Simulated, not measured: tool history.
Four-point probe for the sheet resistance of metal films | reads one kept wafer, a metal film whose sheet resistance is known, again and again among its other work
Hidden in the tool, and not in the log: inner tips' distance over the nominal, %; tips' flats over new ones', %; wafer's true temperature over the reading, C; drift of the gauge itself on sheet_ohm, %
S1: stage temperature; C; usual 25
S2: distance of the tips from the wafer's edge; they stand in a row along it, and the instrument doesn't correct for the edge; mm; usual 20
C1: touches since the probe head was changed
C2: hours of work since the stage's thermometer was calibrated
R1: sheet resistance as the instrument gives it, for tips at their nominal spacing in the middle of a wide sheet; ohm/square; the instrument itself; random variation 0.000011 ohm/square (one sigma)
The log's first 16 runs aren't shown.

run	hour	S1	S2	C1	C2	R1
17	539.2	25	4	15412	1426	0.05607
18	589.5	25	4	16784	1463	0.056056
19	628.7	25	4	17850	1492	0.056057
20	675.3	25	4	19121	1526	0.05605
21	705.7	25	4	19947	1549	0.056022
22	737.7	25	4	20821	1572	0.056007
23	773.9	25	4	21806	1599	0.056031
24	807.7	25	4	22726	1623	0.056025
25	852.1	25	4	23935	1656	0.056019
26	902.8	26	3	25318	1693	0.058
27	935.6	25	14	26213	1717	0.053528
28	979.2	24	14	27400	1749	0.05348
29	1023.4	24	14	28604	1782	0.053468
30	1064.7	33	15	29727	1812	0.053892
31	1109.6	29	24	30951	1845	0.053551
32	1140.6	29	24	31795	1868	0.05356
33	1184.1	20	31	32982	1900	0.053038

Run 34 comes next. What will it give?
34	1222.7	19	12	34033	1928	?

R1: 0.053237 ohm/square
Without the tool's hidden state the same run would have given R1 0.053486 ohm/square.
